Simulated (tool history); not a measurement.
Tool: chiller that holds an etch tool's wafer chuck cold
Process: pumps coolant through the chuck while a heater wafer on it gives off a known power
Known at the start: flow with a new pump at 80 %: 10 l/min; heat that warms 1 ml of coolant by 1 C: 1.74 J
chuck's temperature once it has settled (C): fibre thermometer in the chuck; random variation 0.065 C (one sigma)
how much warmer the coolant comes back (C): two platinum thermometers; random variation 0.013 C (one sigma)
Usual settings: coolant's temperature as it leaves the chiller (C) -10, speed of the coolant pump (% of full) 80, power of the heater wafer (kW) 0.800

run     day  coolant's temperature as it leaves the chiller (C)  speed of the coolant pump (% of full)  power of the heater wafer (kW)  chuck's temperature once it has settled (C)  how much warmer the coolant comes back (C)
  1   0.000                                                 -10                                     80                           0.800                                        -3.73                                        2.75
  2   2.279                                                 -10                                     80                           0.800                                        -3.58                                        2.76
  3   4.462                                                 -10                                     80                           0.611                                        -5.07                                        2.09
  4   7.908                                                 -10                                     80                           0.800                                        -3.59                                        2.77
  5  10.904                                                 -18                                     80                           0.800                                       -11.58                                        2.78
  6  12.992                                                  -8                                     80                           0.800                                        -1.58                                        2.76
  7  14.833                                                 -10                                     83                           0.800                                        -3.93                                        2.64
  8  16.717                                                 -10                                     83                           0.800                                        -3.80                                        2.65
  9  18.254                                                 -16                                     75                           0.521                                       -11.65                                        1.94
 10  21.508                                                 -16                                     75                           0.521                                       -11.64                                        1.94
     23.775  -- chiller's thermometer calibrated
 11  24.567                                                 -19                                     99                           0.521                                       -15.40                                        1.40
 12  26.292                                                  -2                                     99                           0.826                                         3.71                                        2.23
 13  28.417                                                  -2                                     99                           0.826                                         3.82                                        2.24

Run 14 comes next. What will it give?
 14  30.600                                                 -15                                     83                           0.700                                            ?                                           ?

{"run 14": {"chuck's temperature once it has settled (C)": -9.57, "how much warmer the coolant comes back (C)": 2.31}}
Without the tool's hidden state the same run would have given chuck's temperature once it has settled (C) -9.58, how much warmer the coolant comes back (C) 2.31.
